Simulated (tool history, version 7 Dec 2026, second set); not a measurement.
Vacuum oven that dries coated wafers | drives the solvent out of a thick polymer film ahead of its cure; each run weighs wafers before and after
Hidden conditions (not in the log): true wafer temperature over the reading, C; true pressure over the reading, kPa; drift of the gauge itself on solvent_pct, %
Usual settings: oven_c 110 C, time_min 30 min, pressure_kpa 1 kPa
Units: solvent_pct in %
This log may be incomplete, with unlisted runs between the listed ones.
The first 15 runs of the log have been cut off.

| run | hour | oven_c | time_min | pressure_kpa | hours of work since the thermocouples were calibrated | hours of work since the vacuum gauge was cleaned of residue | solvent_pct |
|---|---|---|---|---|---|---|---|
| 16 | 258.7 | 110 | 41 | 2.97 | 265 | 28 | 3.06 |
| 17 | 270.9 | 110 | 41 | 2.97 | 270 | 34 | 3.06 |
|  | 280.3 | vacuum gauge cleaned of residue and calibrated, once more |
| 18 | 286.8 | 110 | 30 | 1 | 277 | 3 | 1.67 |
| 19 | 298.9 | 110 | 30 | 1 | 283 | 8 | 1.65 |
| 20 | 312.6 | 122 | 30 | 0.97 | 289 | 15 | 0.58 |
| 21 | 325.2 | 107 | 30 | 1 | 295 | 20 | 2.21 |
| 22 | 336.3 | 107 | 30 | 1 | 300 | 26 | 2.1 |
| 23 | 355.3 | 110 | 40 | 0.54 | 308 | 34 | 0.71 |
| 24 | 375.5 | 110 | 40 | 0.54 | 318 | 43 | 0.83 |
| 25 | 393.2 | 108 | 30 | 1 | 326 | 52 | 1.87 |
| 26 | 409.9 | 97 | 30 | 3.92 | 333 | 59 | 8.26 |
| 27 | 426.2 | 97 | 30 | 3.92 | 341 | 67 | 8.25 |
| 28 | 437.9 | 117 | 30 | 0.69 | 346 | 72 | 0.65 |
| 29 | 449.4 | 117 | 30 | 0.69 | 351 | 77 | 0.64 |
| 30 | 469.6 | 117 | 30 | 0.69 | 360 | 86 | 0.62 |
| 31 | 479.5 | 118 | 19 | 0.97 | 365 | 91 | 1.29 |
| 32 | 490.4 | 122 | 24 | 0.97 | 370 | 96 | 0.64 |
| 33 | 500 | 122 | 24 | 0.97 | 374 | 100 | 0.81 |
| 34 | 510.9 | 113 | 31 | 2.66 | 379 | 105 | 2.47 |
| 35 | 531 | 110 | 23 | 1.9 | 389 | 114 | 2.99 |
| 36 | 548.6 | 100 | 39 | 1.9 | 397 | 122 | 4.16 |
| 37 | 559.5 | 111 | 16 | 0.7 | 402 | 127 | 3.07 |
| 38 | 580 | 105 | 30 | 0.66 | 411 | 137 | 2.46 |

Forecast each of these 4 alternatives for the next run:
| A | 591.6 | 105 | 39 | 3.84 | 416 | 142 | ? |
| B | 591.6 | 110 | 20 | 0.57 | 416 | 142 | ? |
| C | 591.6 | 121 | 16 | 1.49 | 416 | 142 | ? |
| D | 591.6 | 96 | 30 | 0.66 | 416 | 142 | ? |

| run | solvent_pct |
|---|---|
| A | 4.78 |
| B | 2.47 |
| C | 1.46 |
| D | 5.29 |
Without the tool's hidden state the same runs would have given:
| run | solvent_pct |
|---|---|
| A | 4.69 |
| B | 2.4 |
| C | 1.41 |
| D | 5.19 |

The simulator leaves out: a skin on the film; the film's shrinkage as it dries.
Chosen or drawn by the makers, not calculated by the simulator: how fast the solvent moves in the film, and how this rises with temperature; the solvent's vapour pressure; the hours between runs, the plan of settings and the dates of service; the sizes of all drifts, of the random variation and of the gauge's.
